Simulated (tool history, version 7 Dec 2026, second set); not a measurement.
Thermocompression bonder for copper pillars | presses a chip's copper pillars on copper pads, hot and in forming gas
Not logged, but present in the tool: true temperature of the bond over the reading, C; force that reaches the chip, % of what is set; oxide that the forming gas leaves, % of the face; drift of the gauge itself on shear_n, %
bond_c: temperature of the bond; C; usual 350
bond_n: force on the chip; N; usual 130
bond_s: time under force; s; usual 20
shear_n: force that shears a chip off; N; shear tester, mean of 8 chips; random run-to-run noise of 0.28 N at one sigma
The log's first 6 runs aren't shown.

run,hour,bond_c,bond_n,bond_s,hours of work since the heater was calibrated,hours of work since the force cell was calibrated,hours of work since the gas filter was changed,shear_n
7,63.7,350,130,20,90,517,358,64.4
8,73.4,350,130,20,94,522,362,64.3
9,84.6,350,130,20,99,527,367,63.7
10,90.7,350,130,20,102,529,370,63.7
11,103.9,350,130,20,108,535,376,63.9
12,110.2,350,130,20,110,538,379,63.6
13,117.1,350,130,20,113,541,382,63.8
14,125.1,350,130,20,117,545,385,64.7
15,137.2,350,130,20,122,550,391,63.7
16,146.3,350,130,20,126,554,395,63.7
17,157.3,350,130,20,131,559,400,64.1
18,163.1,350,130,20,134,561,402,63.6
19,175.7,350,130,11,139,567,408,51.5
20,187.8,350,130,11,145,572,413,51.1
21,200.9,350,130,20,150,578,419,64.1
22,210.9,350,130,20,155,582,423,63.7
23,218.5,350,144,20,158,586,427,68.6
24,228.4,350,144,20,163,590,431,68.6
25,235.2,323,158,21,166,593,434,58.7
26,241.5,350,169,20,168,596,437,75.9
27,250.2,350,169,20,172,600,441,75.8
28,258.7,350,78,46,176,604,444,59.6
29,268.2,350,96,20,180,608,449,51.3
30,276.1,350,96,20,184,611,452,50.9

Expected results for the next run?
31,287,350,115,20,189,616,457,?

Run 31 measured shear_n 58.5 N.
If the tool had no hidden condition, the same run with the same run-to-run variation would have returned shear_n 59 N.
